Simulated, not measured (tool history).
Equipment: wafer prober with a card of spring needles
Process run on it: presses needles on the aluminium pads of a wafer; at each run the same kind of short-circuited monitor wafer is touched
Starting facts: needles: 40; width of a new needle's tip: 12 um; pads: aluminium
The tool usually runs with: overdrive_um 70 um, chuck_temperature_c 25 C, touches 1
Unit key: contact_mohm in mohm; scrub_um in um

run,hour,overdrive_um,chuck_temperature_c,touches,contact_mohm,scrub_um
1,0,70,25,1,242,12.97
# hour 1.7: height of the first contact set anew
# hour 19.9: tips cleaned on abrasive film
2,26.8,70,25,1,237,12.92
# hour 40.2: tips cleaned on abrasive film
3,45.9,70,25,1,244,13
# hour 58.8: tips cleaned on abrasive film
4,62.3,70,25,2,244,13.02
5,75.5,70,25,1,240,12.92
# hour 77.7: tips cleaned on abrasive film
# hour 98: tips cleaned on abrasive film
6,99.4,70,25,1,237,12.97
# hour 117.6: tips cleaned on abrasive film
7,125,70,31,1,244,13.09
# hour 136.5: tips cleaned on abrasive film
8,150.5,71,25,1,240,13.21
# hour 155.4: tips cleaned on abrasive film
9,167.8,71,25,1,247,13.16
# hour 174.1: tips cleaned on abrasive film
10,188.1,71,25,1,244,13.19
# hour 192.9: tips cleaned on abrasive film
# hour 211.5: tips cleaned on abrasive film
11,211.5,71,25,1,244,13.26
# hour 230.2: tips cleaned on abrasive film
12,232.5,55,91,1,262,10.23
13,247.6,62,116,2,264,11.65
# hour 249: tips cleaned on abrasive film
14,258.5,62,116,2,266,11.66
# hour 268.6: tips cleaned on abrasive film
15,271.2,70,55,1,252,13.1
# hour 287.4: tips cleaned on abrasive film
16,289.5,70,81,1,255,13.08
# hour 307.5: tips cleaned on abrasive film
17,315.8,63,117,2,265,11.83
# hour 327: tips cleaned on abrasive film
18,334.1,58,56,1,254,10.85
# hour 347: tips cleaned on abrasive film
19,347,58,56,1,247,10.88
# hour 366.1: tips cleaned on abrasive film
20,370.5,58,56,1,250,10.94
# hour 385.5: tips cleaned on abrasive film
21,389.2,67,106,2,264,12.56

Below are 5 alternative next runs, each starting from the tool's condition after run 21. Predict each:
# hour 405.1: tips cleaned on abrasive film
A,409.7,61,106,3,?,?
# hour 405.1: tips cleaned on abrasive film
B,409.7,55,25,2,?,?
# hour 405.1: tips cleaned on abrasive film
C,409.7,70,44,1,?,?
# hour 405.1: tips cleaned on abrasive film
D,409.7,77,75,2,?,?
# hour 405.1: tips cleaned on abrasive film
E,409.7,67,41,1,?,?

run,contact_mohm,scrub_um
A,265,11.47
B,239,10.3
C,247,13.21
D,257,14.44
E,249,12.6
Had the tool no hidden state, the same runs would have come out as:
run,contact_mohm,scrub_um
A,265,11.3
B,239,10.15
C,246,13.02
D,257,14.23
E,249,12.42
